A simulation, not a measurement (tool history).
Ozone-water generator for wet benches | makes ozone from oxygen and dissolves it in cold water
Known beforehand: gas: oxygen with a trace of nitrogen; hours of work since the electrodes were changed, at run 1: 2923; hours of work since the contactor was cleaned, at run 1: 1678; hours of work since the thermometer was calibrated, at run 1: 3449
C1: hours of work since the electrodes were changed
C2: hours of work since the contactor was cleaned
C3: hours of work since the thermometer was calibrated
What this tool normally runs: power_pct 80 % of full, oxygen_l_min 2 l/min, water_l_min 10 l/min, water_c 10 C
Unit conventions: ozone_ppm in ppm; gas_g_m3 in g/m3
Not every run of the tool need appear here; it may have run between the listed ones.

{"run": 1, "hour": 0.0, "power_pct": 80, "oxygen_l_min": 2, "water_l_min": 10, "water_c": 10, "C1": 2923, "C2": 1678, "C3": 3449, "ozone_ppm": 22.9, "gas_g_m3": 209.4}
{"hour": 20.9, "done": "water thermometer calibrated"}
{"run": 2, "hour": 53.8, "power_pct": 80, "oxygen_l_min": 2, "water_l_min": 10, "water_c": 10, "C1": 2965, "C2": 1721, "C3": 26, "ozone_ppm": 23.2, "gas_g_m3": 209.2}
{"run": 3, "hour": 132.0, "power_pct": 80, "oxygen_l_min": 2, "water_l_min": 10, "water_c": 10, "C1": 3028, "C2": 1784, "C3": 89, "ozone_ppm": 23.6, "gas_g_m3": 208.3}
{"run": 4, "hour": 194.9, "power_pct": 80, "oxygen_l_min": 2, "water_l_min": 10, "water_c": 10, "C1": 3079, "C2": 1834, "C3": 140, "ozone_ppm": 23.1, "gas_g_m3": 207.9}
{"run": 5, "hour": 255.2, "power_pct": 80, "oxygen_l_min": 2, "water_l_min": 10, "water_c": 10, "C1": 3128, "C2": 1883, "C3": 189, "ozone_ppm": 22.7, "gas_g_m3": 210.4}
{"run": 6, "hour": 316.8, "power_pct": 51, "oxygen_l_min": 2, "water_l_min": 10, "water_c": 10, "C1": 3177, "C2": 1933, "C3": 238, "ozone_ppm": 16.9, "gas_g_m3": 151.6}
{"run": 7, "hour": 396.9, "power_pct": 80, "oxygen_l_min": 2, "water_l_min": 10, "water_c": 10, "C1": 3242, "C2": 1997, "C3": 303, "ozone_ppm": 22.9, "gas_g_m3": 210.8}
{"run": 8, "hour": 494.5, "power_pct": 91, "oxygen_l_min": 2, "water_l_min": 10, "water_c": 10, "C1": 3321, "C2": 2076, "C3": 382, "ozone_ppm": 25.1, "gas_g_m3": 228.4}
{"run": 9, "hour": 552.1, "power_pct": 91, "oxygen_l_min": 2, "water_l_min": 10, "water_c": 10, "C1": 3367, "C2": 2122, "C3": 428, "ozone_ppm": 24.6, "gas_g_m3": 224.8}
{"run": 10, "hour": 632.6, "power_pct": 80, "oxygen_l_min": 2, "water_l_min": 8, "water_c": 10, "C1": 3432, "C2": 2187, "C3": 493, "ozone_ppm": 27.8, "gas_g_m3": 205.5}
{"run": 11, "hour": 744.9, "power_pct": 80, "oxygen_l_min": 2, "water_l_min": 8, "water_c": 10, "C1": 3522, "C2": 2278, "C3": 583, "ozone_ppm": 27.8, "gas_g_m3": 205}
{"run": 12, "hour": 832.4, "power_pct": 80, "oxygen_l_min": 2, "water_l_min": 8, "water_c": 10, "C1": 3593, "C2": 2348, "C3": 654, "ozone_ppm": 27.6, "gas_g_m3": 205.2}
{"run": 13, "hour": 907.0, "power_pct": 80, "oxygen_l_min": 2, "water_l_min": 10, "water_c": 10, "C1": 3653, "C2": 2408, "C3": 714, "ozone_ppm": 22.5, "gas_g_m3": 208.6}
{"run": 14, "hour": 993.2, "power_pct": 80, "oxygen_l_min": 2, "water_l_min": 10, "water_c": 10, "C1": 3722, "C2": 2478, "C3": 783, "ozone_ppm": 22.1, "gas_g_m3": 202.1}
{"run": 15, "hour": 1060.8, "power_pct": 80, "oxygen_l_min": 2, "water_l_min": 10, "water_c": 10, "C1": 3777, "C2": 2532, "C3": 838, "ozone_ppm": 22.4, "gas_g_m3": 206.2}
{"run": 16, "hour": 1157.4, "power_pct": 80, "oxygen_l_min": 2, "water_l_min": 10, "water_c": 10, "C1": 3855, "C2": 2610, "C3": 916, "ozone_ppm": 22.5, "gas_g_m3": 206.4}
{"run": 17, "hour": 1264.3, "power_pct": 80, "oxygen_l_min": 2, "water_l_min": 10, "water_c": 10, "C1": 3941, "C2": 2696, "C3": 1002, "ozone_ppm": 22, "gas_g_m3": 200.9}
{"run": 18, "hour": 1351.7, "power_pct": 80, "oxygen_l_min": 3.17, "water_l_min": 10, "water_c": 10, "C1": 4011, "C2": 2767, "C3": 1072, "ozone_ppm": 22.4, "gas_g_m3": 157}
{"hour": 1420.8, "done": "contactor cleaned"}
{"run": 19, "hour": 1429.7, "power_pct": 80, "oxygen_l_min": 3.17, "water_l_min": 10, "water_c": 10, "C1": 4071, "C2": 7, "C3": 1132, "ozone_ppm": 23.6, "gas_g_m3": 156.3}
{"run": 20, "hour": 1486.1, "power_pct": 80, "oxygen_l_min": 3.17, "water_l_min": 10, "water_c": 10, "C1": 4116, "C2": 53, "C3": 1177, "ozone_ppm": 23.7, "gas_g_m3": 155.5}
{"run": 21, "hour": 1547.0, "power_pct": 47, "oxygen_l_min": 3.17, "water_l_min": 13, "water_c": 10, "C1": 4165, "C2": 102, "C3": 1226, "ozone_ppm": 13.2, "gas_g_m3": 109.7}
{"run": 22, "hour": 1640.7, "power_pct": 47, "oxygen_l_min": 1.86, "water_l_min": 13, "water_c": 10, "C1": 4241, "C2": 177, "C3": 1302, "ozone_ppm": 12.4, "gas_g_m3": 145.8}
{"run": 23, "hour": 1691.2, "power_pct": 47, "oxygen_l_min": 1.86, "water_l_min": 13, "water_c": 10, "C1": 4282, "C2": 218, "C3": 1343, "ozone_ppm": 12.3, "gas_g_m3": 146.5}
{"run": 24, "hour": 1767.1, "power_pct": 93, "oxygen_l_min": 1.86, "water_l_min": 13, "water_c": 7, "C1": 4343, "C2": 279, "C3": 1404, "ozone_ppm": 20, "gas_g_m3": 232.3}
{"run": 25, "hour": 1888.2, "power_pct": 63, "oxygen_l_min": 1.25, "water_l_min": 8, "water_c": 10, "C1": 4440, "C2": 377, "C3": 1501, "ozone_ppm": 22.1, "gas_g_m3": 222.3}
{"run": 26, "hour": 1990.0, "power_pct": 47, "oxygen_l_min": 2, "water_l_min": 10, "water_c": 10, "C1": 4522, "C2": 459, "C3": 1583, "ozone_ppm": 15.8, "gas_g_m3": 141.7}
{"run": 27, "hour": 2084.9, "power_pct": 92, "oxygen_l_min": 1.27, "water_l_min": 11, "water_c": 6, "C1": 4599, "C2": 535, "C3": 1660, "ozone_ppm": 21.6, "gas_g_m3": 282.8}
{"run": 28, "hour": 2193.8, "power_pct": 90, "oxygen_l_min": 2.49, "water_l_min": 7, "water_c": 14, "C1": 4687, "C2": 623, "C3": 1748, "ozone_ppm": 30.9, "gas_g_m3": 191.5}
{"run": 29, "hour": 2273.3, "power_pct": 60, "oxygen_l_min": 2.49, "water_l_min": 10, "water_c": 14, "C1": 4751, "C2": 687, "C3": 1812, "ozone_ppm": 17.9, "gas_g_m3": 145.8}
{"run": 30, "hour": 2384.2, "power_pct": 80, "oxygen_l_min": 3.5, "water_l_min": 12, "water_c": 12, "C1": 4840, "C2": 776, "C3": 1901, "ozone_ppm": 19.5, "gas_g_m3": 144.7}
{"run": 31, "hour": 2433.7, "power_pct": 80, "oxygen_l_min": 3.5, "water_l_min": 11, "water_c": 8, "C1": 4880, "C2": 816, "C3": 1941, "ozone_ppm": 21.9, "gas_g_m3": 145.8}
{"run": 32, "hour": 2497.2, "power_pct": 58, "oxygen_l_min": 1.24, "water_l_min": 10, "water_c": 6, "C1": 4931, "C2": 867, "C3": 1992, "ozone_ppm": 17.2, "gas_g_m3": 210.1}

Each row is a separate what-if for the run after 32, all from the same tool condition, not one after another. Results?
{"run": "A", "hour": 2590.5, "power_pct": 80, "oxygen_l_min": 2, "water_l_min": 7, "water_c": 10, "C1": 5006, "C2": 943, "C3": 2067, "ozone_ppm": "?", "gas_g_m3": "?"}
{"run": "B", "hour": 2590.5, "power_pct": 80, "oxygen_l_min": 2, "water_l_min": 10, "water_c": 7, "C1": 5006, "C2": 943, "C3": 2067, "ozone_ppm": "?", "gas_g_m3": "?"}
{"run": "C", "hour": 2590.5, "power_pct": 80, "oxygen_l_min": 2, "water_l_min": 10, "water_c": 6, "C1": 5006, "C2": 943, "C3": 2067, "ozone_ppm": "?", "gas_g_m3": "?"}
{"run": "D", "hour": 2590.5, "power_pct": 58, "oxygen_l_min": 2.39, "water_l_min": 10, "water_c": 5, "C1": 5006, "C2": 943, "C3": 2067, "ozone_ppm": "?", "gas_g_m3": "?"}
{"run": "E", "hour": 2590.5, "power_pct": 60, "oxygen_l_min": 1.24, "water_l_min": 7, "water_c": 9, "C1": 5006, "C2": 943, "C3": 2067, "ozone_ppm": "?", "gas_g_m3": "?"}

run=A ozone_ppm=30.1 gas_g_m3=197.4
run=B ozone_ppm=22.8 gas_g_m3=196.8
run=C ozone_ppm=23.1 gas_g_m3=195.6
run=D ozone_ppm=19.3 gas_g_m3=145.2
run=E ozone_ppm=24.3 gas_g_m3=212.9
Without the tool's hidden state the same runs would have given:
run=A ozone_ppm=35 gas_g_m3=227.2
run=B ozone_ppm=26.6 gas_g_m3=226.6
run=C ozone_ppm=27 gas_g_m3=225.3
run=D ozone_ppm=21.9 gas_g_m3=162.4
run=E ozone_ppm=27.5 gas_g_m3=238.8

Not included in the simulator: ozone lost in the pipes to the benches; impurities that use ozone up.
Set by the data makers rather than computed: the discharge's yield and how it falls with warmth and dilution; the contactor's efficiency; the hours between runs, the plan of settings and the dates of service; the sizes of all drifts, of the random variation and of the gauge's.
